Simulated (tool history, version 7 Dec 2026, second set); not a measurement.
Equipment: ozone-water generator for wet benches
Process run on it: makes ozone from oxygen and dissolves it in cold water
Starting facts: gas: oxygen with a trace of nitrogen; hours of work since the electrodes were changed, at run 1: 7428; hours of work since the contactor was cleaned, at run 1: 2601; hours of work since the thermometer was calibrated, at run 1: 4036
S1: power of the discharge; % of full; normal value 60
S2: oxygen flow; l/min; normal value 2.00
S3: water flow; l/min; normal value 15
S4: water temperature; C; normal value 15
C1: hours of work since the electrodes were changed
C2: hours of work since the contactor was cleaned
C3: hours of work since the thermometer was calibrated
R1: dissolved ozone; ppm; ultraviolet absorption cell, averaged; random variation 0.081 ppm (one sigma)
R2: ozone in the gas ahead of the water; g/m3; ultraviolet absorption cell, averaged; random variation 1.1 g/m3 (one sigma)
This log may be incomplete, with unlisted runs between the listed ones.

| run | hour | S1 | S2 | S3 | S4 | C1 | C2 | C3 | R1 | R2 |
|---|---|---|---|---|---|---|---|---|---|---|
| 1 | 0.0 | 60 | 2.00 | 15 | 15 | 7428 | 2601 | 4036 | 14.20 | 213.7 |
| 2 | 205.7 | 60 | 2.00 | 15 | 9 | 7603 | 2776 | 4211 | 14.94 | 212.4 |
| 3 | 304.6 | 60 | 2.00 | 19 | 15 | 7688 | 2861 | 4296 | 11.27 | 212.2 |
| 4 | 510.9 | 60 | 2.00 | 15 | 15 | 7863 | 3036 | 4471 | 14.29 | 212.1 |
| 5 | 733.5 | 60 | 2.00 | 15 | 15 | 8053 | 3226 | 4661 | 14.23 | 212.9 |
| 6 | 874.2 | 60 | 2.00 | 12 | 15 | 8173 | 3346 | 4781 | 17.71 | 213.6 |
| 7 | 1048.0 | 60 | 2.00 | 12 | 15 | 8321 | 3494 | 4929 | 17.73 | 212.9 |
| 8 | 1282.3 | 49 | 2.00 | 12 | 15 | 8521 | 3694 | 5129 | 15.51 | 185.8 |
| 9 | 1385.1 | 49 | 2.00 | 12 | 15 | 8608 | 3781 | 5216 | 15.69 | 189.5 |
| 10 | 1577.6 | 85 | 2.00 | 15 | 15 | 8772 | 3945 | 5380 | 17.80 | 263.5 |
| 11 | 1789.1 | 85 | 2.00 | 15 | 15 | 8953 | 4126 | 5561 | 18.00 | 264.0 |
|  | 1866.7 | water thermometer calibrated |
| 12 | 2004.4 | 85 | 2.00 | 15 | 15 | 9136 | 4309 | 117 | 18.05 | 265.0 |
| 13 | 2129.9 | 85 | 2.00 | 15 | 15 | 9243 | 4416 | 224 | 17.75 | 264.0 |
| 14 | 2296.1 | 60 | 2.00 | 16 | 15 | 9384 | 4557 | 366 | 13.51 | 213.0 |
| 15 | 2403.0 | 40 | 1.02 | 15 | 15 | 9475 | 4648 | 457 | 9.78 | 248.9 |
| 16 | 2640.0 | 40 | 1.02 | 15 | 15 | 9677 | 4850 | 659 | 9.99 | 248.5 |
| 17 | 2863.0 | 42 | 1.71 | 20 | 13 | 9867 | 5040 | 849 | 8.63 | 187.6 |
| 18 | 3045.0 | 42 | 1.71 | 20 | 13 | 10022 | 5195 | 1004 | 8.46 | 189.2 |
| 19 | 3269.6 | 42 | 2.87 | 20 | 13 | 10214 | 5387 | 1196 | 9.36 | 137.5 |
| 20 | 3431.8 | 42 | 2.87 | 20 | 13 | 10352 | 5525 | 1334 | 9.31 | 136.8 |
| 21 | 3629.2 | 42 | 3.30 | 19 | 22 | 10520 | 5693 | 1502 | 9.01 | 126.2 |
| 22 | 3798.2 | 42 | 3.30 | 19 | 22 | 10664 | 5837 | 1646 | 9.05 | 127.3 |
| 23 | 3932.8 | 49 | 1.42 | 19 | 21 | 10779 | 5952 | 1761 | 9.12 | 229.6 |
| 24 | 4031.8 | 49 | 1.42 | 19 | 21 | 10863 | 6036 | 1845 | 9.18 | 229.5 |
|  | 4099.2 | contactor cleaned |
| 25 | 4201.2 | 60 | 1.51 | 15 | 19 | 11004 | 87 | 1986 | 13.63 | 251.7 |

For some of the steps in R1 from one run to the next: how much would appear even if the tool had no hidden state, given the settings, what came in and random variation, and how much remains for the hidden state plus any gauge scatter that the measured result and the result without hidden state don't share?
The tool's hidden condition here consists of: yield of the discharge, % of new electrodes'; contactor's efficiency, % of a clean one's; true water temperature over the reading, C; drift of the gauge itself on ozone_ppm, %; drift of the gauge itself on gas_g_m3, %.
Run 5 -> 6: S3 15 -> 12. R1 +3.48 ppm: hidden state +0.03, all else +3.45.
Run 13 -> 14: S1 85 -> 60, S3 15 -> 16. R1 -4.24 ppm: hidden state -0.03, all else -4.21.
Run 24 -> 25: S1 49 -> 60, S2 1.42 -> 1.51, S3 19 -> 15, S4 21 -> 19, contactor cleaned. R1 +4.45 ppm: hidden state +0.12, all else +4.33.
